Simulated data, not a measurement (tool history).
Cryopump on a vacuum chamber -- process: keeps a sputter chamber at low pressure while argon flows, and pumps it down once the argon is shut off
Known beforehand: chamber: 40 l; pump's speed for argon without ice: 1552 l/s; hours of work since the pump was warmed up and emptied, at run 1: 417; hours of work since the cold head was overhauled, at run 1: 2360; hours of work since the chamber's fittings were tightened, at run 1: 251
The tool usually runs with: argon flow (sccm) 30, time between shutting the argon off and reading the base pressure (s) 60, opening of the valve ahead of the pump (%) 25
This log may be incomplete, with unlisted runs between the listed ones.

run,hour,argon flow (sccm),time between shutting the argon off and reading the base pressure (s),opening of the valve ahead of the pump (%),hours of work since the pump was warmed up and emptied,hours of work since the cold head was overhauled,hours of work since the chamber's fittings were tightened,pressure while argon flows (Pa),pressure after the wait (uPa)
1,0,30,60,25,417,2360,251,0.1349,1.28
2,56.2,30,60,25,459,2401,292,0.1355,1.4
3,158.2,30,31,25,534,2477,367,0.1367,2.08
4,228.9,18,31,25,586,2529,419,0.083,2.25
5,333.9,18,31,21,664,2606,497,0.0986,2.35
6,413,18,31,21,722,2664,555,0.0982,2.49
7,512.6,18,31,21,795,2738,629,0.0992,2.68
8,638.2,30,59,25,888,2830,721,0.1428,2.44
# hour 710.2: pump warmed up, emptied and cooled again
9,741,30,60,23,23,2903,793,0.1419,2.17
10,858.8,30,60,23,110,2989,880,0.143,2.36
11,916.1,30,60,23,152,3032,922,0.1443,2.37
12,1012.2,30,60,25,223,3103,993,0.1337,2.54
13,1092.5,30,60,25,282,3162,1052,0.134,2.82
14,1205.2,30,60,25,365,3245,1136,0.1358,2.9
15,1279.4,30,60,25,420,3300,1190,0.1358,3.08
# hour 1382.9: leaking fittings of the chamber tightened, without venting
16,1382.9,30,60,25,494,3374,0,0.1368,0.77
17,1496.8,30,60,25,578,3458,84,0.1379,0.94
18,1566.9,32,89,25,630,3510,136,0.1482,0.89
19,1633.2,18,58,26,679,3559,185,0.081,1.21
20,1718.6,36,67,17,742,3622,248,0.243,1.29
21,1838.6,36,67,17,830,3710,336,0.2421,1.53
22,1941.1,36,67,17,906,3786,412,0.2458,1.67
# hour 1986.2: pump warmed up, emptied and cooled again
23,2028,36,67,17,31,3846,472,0.2329,1.47
24,2114.8,36,67,17,95,3910,536,0.2323,1.66
25,2235.3,36,67,17,184,3999,625,0.2346,1.82
26,2349.1,36,34,30,268,4083,709,0.1364,2.4
27,2436.5,36,34,30,332,4147,773,0.1355,2.7
28,2556.5,17,46,49,420,4236,862,0.0412,2.59
29,2669.3,30,46,25,504,4319,945,0.1368,2.84
30,2726.4,30,23,27,546,4361,987,0.1277,3.57
31,2841.3,30,77,30,630,4446,1072,0.1173,2.84
32,2948.1,30,77,30,709,4525,1150,0.1182,3.06
33,3079.4,13,153,22,806,4621,1247,0.0691,3.11
# hour 3105.5: leaking fittings of the chamber tightened, without venting
34,3213.7,13,153,22,904,4719,80,0.0695,0.71

Branching from run 34: 4 alternative next runs. What would each branch give?
# hour 3261.8: pump warmed up, emptied and cooled again
A,3288.2,30,60,28,19,4770,131,?,?
# hour 3261.8: pump warmed up, emptied and cooled again
B,3288.2,14,60,43,19,4770,131,?,?
# hour 3261.8: pump warmed up, emptied and cooled again
C,3288.2,16,60,28,19,4770,131,?,?
# hour 3261.8: pump warmed up, emptied and cooled again
D,3288.2,30,82,29,19,4770,131,?,?

run,pressure while argon flows (Pa),pressure after the wait (uPa)
A,0.1177,1.04
B,0.0357,1.01
C,0.0641,1.02
D,0.1141,0.83
Without the tool's hidden state the same runs would have given:
run,pressure while argon flows (Pa),pressure after the wait (uPa)
A,0.1161,0.77
B,0.0349,0.75
C,0.0633,0.76
D,0.1126,0.57

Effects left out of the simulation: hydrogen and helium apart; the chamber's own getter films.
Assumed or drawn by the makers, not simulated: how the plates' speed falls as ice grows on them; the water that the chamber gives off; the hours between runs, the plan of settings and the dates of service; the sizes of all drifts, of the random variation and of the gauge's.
